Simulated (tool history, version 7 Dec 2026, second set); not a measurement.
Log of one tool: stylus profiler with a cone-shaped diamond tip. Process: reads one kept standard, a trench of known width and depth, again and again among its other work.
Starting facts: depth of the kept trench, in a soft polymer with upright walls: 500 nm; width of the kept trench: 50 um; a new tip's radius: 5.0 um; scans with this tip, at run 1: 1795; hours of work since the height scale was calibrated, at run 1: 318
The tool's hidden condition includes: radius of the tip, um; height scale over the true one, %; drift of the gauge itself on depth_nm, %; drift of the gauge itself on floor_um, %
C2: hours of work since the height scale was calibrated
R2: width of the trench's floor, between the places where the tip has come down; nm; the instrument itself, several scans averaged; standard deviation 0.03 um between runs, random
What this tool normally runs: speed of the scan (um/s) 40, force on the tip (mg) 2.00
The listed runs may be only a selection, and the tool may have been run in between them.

Run 1, hour 0.0: usual settings; scans with this tip 1795; C2 318. Result: depth of the trench (nm) 507.82, R2 45250 nm.
Run 2, hour 20.1: usual settings; scans with this tip 1873; C2 332. Result: depth of the trench (nm) 507.77, R2 45300 nm.
Run 3, hour 35.0: usual settings; scans with this tip 1930; C2 342. Result: depth of the trench (nm) 507.90, R2 45280 nm.
Run 4, hour 43.6: usual settings; scans with this tip 1964; C2 348. Result: depth of the trench (nm) 507.74, R2 45280 nm.
Run 5, hour 61.5: usual settings but speed of the scan (um/s) 38; scans with this tip 2033; C2 361. Result: depth of the trench (nm) 507.83, R2 45280 nm.
Run 6, hour 73.4: usual settings but speed of the scan (um/s) 38; scans with this tip 2079; C2 369. Result: depth of the trench (nm) 507.78, R2 45270 nm.
Run 7, hour 83.5: usual settings but force on the tip (mg) 3.00; scans with this tip 2118; C2 376. Result: depth of the trench (nm) 509.91, R2 45340 nm.
Run 8, hour 92.7: usual settings but force on the tip (mg) 3.00; scans with this tip 2153; C2 382. Result: depth of the trench (nm) 509.85, R2 45270 nm.
Run 9, hour 101.3: usual settings but force on the tip (mg) 3.00; scans with this tip 2187; C2 388. Result: depth of the trench (nm) 509.99, R2 45300 nm.
Run 10, hour 111.5: usual settings but force on the tip (mg) 3.00; scans with this tip 2226; C2 395. Result: depth of the trench (nm) 510.12, R2 45310 nm.
Run 11, hour 128.5: usual settings but force on the tip (mg) 3.00; scans with this tip 2292; C2 407. Result: depth of the trench (nm) 509.79, R2 45240 nm.
Run 12, hour 148.4: usual settings but force on the tip (mg) 3.00; scans with this tip 2369; C2 420. Result: depth of the trench (nm) 510.24, R2 45260 nm.
Run 13, hour 165.0: usual settings but speed of the scan (um/s) 60, force on the tip (mg) 2.38; scans with this tip 2433; C2 432. Result: depth of the trench (nm) 508.90, R2 45120 nm.
Run 14, hour 182.8: usual settings but speed of the scan (um/s) 63, force on the tip (mg) 1.13; scans with this tip 2502; C2 444. Result: depth of the trench (nm) 505.67, R2 44980 nm.
Run 15, hour 201.9: usual settings but speed of the scan (um/s) 111, force on the tip (mg) 0.83; scans with this tip 2576; C2 457. Result: depth of the trench (nm) 505.08, R2 44530 nm.
Run 16, hour 215.0: usual settings but speed of the scan (um/s) 32, force on the tip (mg) 1.38; scans with this tip 2627; C2 466. Result: depth of the trench (nm) 506.59, R2 45200 nm.
Run 17, hour 235.3: usual settings but speed of the scan (um/s) 52, force on the tip (mg) 2.24; scans with this tip 2705; C2 480. Result: depth of the trench (nm) 508.78, R2 45160 nm.
Run 18, hour 255.1: usual settings but speed of the scan (um/s) 52, force on the tip (mg) 2.24; scans with this tip 2782; C2 493. Result: depth of the trench (nm) 508.60, R2 45200 nm.
Run 19, hour 265.7: usual settings but speed of the scan (um/s) 16, force on the tip (mg) 1.11; scans with this tip 2823; C2 501. Result: depth of the trench (nm) 505.84, R2 45340 nm.
Run 20, hour 282.8: usual settings but speed of the scan (um/s) 18, force on the tip (mg) 1.06; scans with this tip 2889; C2 512. Result: depth of the trench (nm) 505.75, R2 45270 nm.
Run 21, hour 301.2: usual settings but speed of the scan (um/s) 104, force on the tip (mg) 1.45; scans with this tip 2960; C2 525. Result: depth of the trench (nm) 506.99, R2 44740 nm.
Run 22, hour 320.6: usual settings but speed of the scan (um/s) 104, force on the tip (mg) 1.45; scans with this tip 3035; C2 538. Result: depth of the trench (nm) 506.99, R2 44770 nm.
Run 23, hour 330.5: usual settings but speed of the scan (um/s) 104, force on the tip (mg) 1.45; scans with this tip 3074; C2 545. Result: depth of the trench (nm) 506.92, R2 44740 nm.

Branching from run 23: 3 alternative next runs. What would each branch give?
Run A, hour 341.4: usual settings but speed of the scan (um/s) 113; scans with this tip 3116; C2 553. Result: depth of the trench (nm) ?, R2 ?.
Run B, hour 341.4: usual settings but force on the tip (mg) 2.79; scans with this tip 3116; C2 553. Result: depth of the trench (nm) ?, R2 ?.
Run C, hour 341.4: usual settings but speed of the scan (um/s) 66, force on the tip (mg) 2.17; scans with this tip 3116; C2 553. Result: depth of the trench (nm) ?, R2 ?.

run  depth of the trench (nm)     R2
  A                    508.25  44770
  B                    509.90  45210
  C                    508.62  45060
Take away the tool's hidden state, keep each run's random variation, and the runs would have read:
run  depth of the trench (nm)     R2
  A                    506.92  45020
  B                    508.57  45460
  C                    507.29  45310

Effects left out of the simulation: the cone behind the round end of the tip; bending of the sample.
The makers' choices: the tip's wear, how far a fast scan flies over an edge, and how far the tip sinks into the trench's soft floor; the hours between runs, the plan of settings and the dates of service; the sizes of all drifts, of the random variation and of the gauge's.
